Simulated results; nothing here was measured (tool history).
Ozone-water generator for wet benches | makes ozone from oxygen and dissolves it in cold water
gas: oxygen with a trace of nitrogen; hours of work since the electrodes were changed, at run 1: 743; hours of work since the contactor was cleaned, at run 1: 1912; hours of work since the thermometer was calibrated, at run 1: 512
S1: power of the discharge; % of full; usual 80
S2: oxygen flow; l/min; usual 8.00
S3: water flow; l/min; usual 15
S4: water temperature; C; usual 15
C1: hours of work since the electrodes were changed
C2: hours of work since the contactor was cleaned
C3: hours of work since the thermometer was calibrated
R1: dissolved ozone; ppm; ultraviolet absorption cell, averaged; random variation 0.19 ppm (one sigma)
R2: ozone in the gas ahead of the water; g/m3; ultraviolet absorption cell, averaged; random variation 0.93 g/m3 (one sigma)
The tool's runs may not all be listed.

run,hour,S1,S2,S3,S4,C1,C2,C3,R1,R2
1,0.0,80,8.00,15,15,743,1912,512,25.7,152.4
2,82.2,80,8.00,15,15,819,1988,588,25.5,153.6
3,134.0,80,8.00,15,15,867,2035,636,25.8,150.4
4,212.2,80,8.00,15,15,939,2107,708,25.2,152.3
5,275.1,80,8.00,15,15,997,2165,766,25.2,152.4
6,339.9,80,8.00,15,15,1057,2225,826,25.3,151.5
7,398.3,80,8.00,15,15,1111,2279,880,24.9,151.7
8,448.8,80,8.00,15,15,1157,2326,926,25.1,150.0
9,522.7,80,8.00,15,15,1225,2394,994,24.8,150.0
10,587.6,80,8.00,15,10,1285,2454,1054,27.4,149.9
11,629.3,80,8.00,15,15,1323,2492,1093,24.8,148.2
12,668.0,80,8.00,15,15,1359,2528,1128,24.7,149.6
13,707.2,80,8.00,15,15,1395,2564,1164,24.9,149.8
14,792.3,80,8.00,15,15,1474,2642,1243,24.7,150.6
15,855.5,80,7.85,15,15,1532,2701,1301,24.6,148.7
16,917.4,80,7.85,15,15,1589,2758,1358,24.5,151.0
17,1004.8,80,7.85,15,15,1670,2838,1439,24.7,148.7
18,1061.7,63,11.01,12,9,1722,2891,1491,25.9,107.9
19,1118.3,68,5.79,15,19,1774,2943,1544,20.0,151.8
20,1167.6,68,5.79,15,19,1820,2988,1589,20.1,150.6
21,1216.2,68,5.79,15,19,1865,3033,1634,19.7,150.0
22,1304.6,68,5.79,15,19,1946,3115,1715,19.6,149.7
23,1385.8,83,8.00,13,7,2021,3189,1790,31.4,151.7
24,1472.2,80,10.09,21,9,2101,3269,1870,20.5,132.8
25,1523.4,80,10.09,21,9,2148,3316,1917,20.7,132.3
26,1605.3,57,8.00,15,9,2223,3392,1992,20.8,116.2
27,1666.9,47,4.58,15,7,2280,3449,2049,17.5,127.5
28,1748.4,47,4.58,15,7,2355,3524,2124,17.7,128.2
29,1839.2,73,14.02,12,15,2439,3608,2208,23.0,105.6
30,1894.1,73,14.02,12,15,2490,3658,2259,23.2,105.9

Forecast run 31:
31,1968.4,44,7.33,19,8,2558,3727,2327,?,?

R1: 14.2 ppm
R2: 99.1 g/m3
Without the tool's hidden state the same run would have given R1 16.7 ppm, R2 104.1 g/m3.

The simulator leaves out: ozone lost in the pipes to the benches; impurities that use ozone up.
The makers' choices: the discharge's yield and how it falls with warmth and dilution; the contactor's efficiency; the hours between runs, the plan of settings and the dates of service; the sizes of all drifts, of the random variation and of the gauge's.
